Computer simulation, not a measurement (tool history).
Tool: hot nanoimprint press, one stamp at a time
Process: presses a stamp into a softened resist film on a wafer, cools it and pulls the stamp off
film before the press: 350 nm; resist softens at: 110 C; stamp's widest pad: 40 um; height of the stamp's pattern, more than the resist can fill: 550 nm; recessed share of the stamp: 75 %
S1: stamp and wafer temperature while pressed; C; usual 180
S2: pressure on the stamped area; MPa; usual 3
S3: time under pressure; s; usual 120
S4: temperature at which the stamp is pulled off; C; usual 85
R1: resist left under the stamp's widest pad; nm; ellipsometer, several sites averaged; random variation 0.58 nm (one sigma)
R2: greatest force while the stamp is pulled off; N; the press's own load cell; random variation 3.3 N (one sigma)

| run | day | S1 | S2 | S3 | S4 | R1 | R2 |
|---|---|---|---|---|---|---|---|
| 1 | 0 | 180 | 3 | 120 | 85 | 164.4 | 163 |
|  | 2.388 | plate thermocouple calibrated |
| 2 | 2.454 | 180 | 3 | 120 | 74 | 160.2 | 211 |
| 3 | 4.358 | 180 | 3 | 120 | 74 | 158.5 | 229 |
| 4 | 5.992 | 178 | 3 | 120 | 85 | 168.8 | 214 |
| 5 | 7.975 | 178 | 3 | 120 | 85 | 169.9 | 221 |
| 6 | 9.771 | 180 | 3 | 120 | 85 | 159.6 | 238 |
| 7 | 11.075 | 180 | 3 | 120 | 85 | 158.6 | 248 |
|  | 12.6 | plate thermocouple calibrated, once more |
| 8 | 13.546 | 180 | 3 | 120 | 85 | 170.6 | 279 |
| 9 | 15.329 | 180 | 3 | 120 | 85 | 169.8 | 285 |
| 10 | 16.592 | 180 | 3 | 93 | 93 | 186.3 | 258 |
| 11 | 18.308 | 180 | 2.25 | 91 | 85 | 207.7 | 313 |
| 12 | 19.446 | 180 | 2.25 | 91 | 85 | 208.3 | 321 |
|  | 21.742 | stamp cleaned and given a new release coat |
| 13 | 21.85 | 180 | 2.25 | 91 | 85 | 207.3 | 155 |
| 14 | 23.267 | 180 | 2.25 | 91 | 85 | 208.6 | 166 |
|  | 23.854 | press's hydraulic seals changed and the load cell set to zero |
| 15 | 26.204 | 187 | 4.47 | 83 | 76 | 124.6 | 208 |
| 16 | 28.554 | 185 | 2.46 | 73 | 85 | 182.4 | 198 |
| 17 | 31.254 | 180 | 3 | 234 | 85 | 125.7 | 214 |

3 ways to go on from here, each from the tool as it stands after run 17. What would each give?
| A | 32.592 | 180 | 1.84 | 61 | 91 | ? | ? |
| B | 32.592 | 171 | 3 | 120 | 82 | ? | ? |
| C | 32.592 | 180 | 3.56 | 234 | 86 | ? | ? |

| run | R1 | R2 |
|---|---|---|
| A | 242.6 | 210 |
| B | 217.5 | 234 |
| C | 115.9 | 229 |
Without the tool's hidden state the same runs would have given:
| run | R1 | R2 |
|---|---|---|
| A | 246.7 | 143 |
| B | 222.3 | 160 |
| C | 119 | 157 |

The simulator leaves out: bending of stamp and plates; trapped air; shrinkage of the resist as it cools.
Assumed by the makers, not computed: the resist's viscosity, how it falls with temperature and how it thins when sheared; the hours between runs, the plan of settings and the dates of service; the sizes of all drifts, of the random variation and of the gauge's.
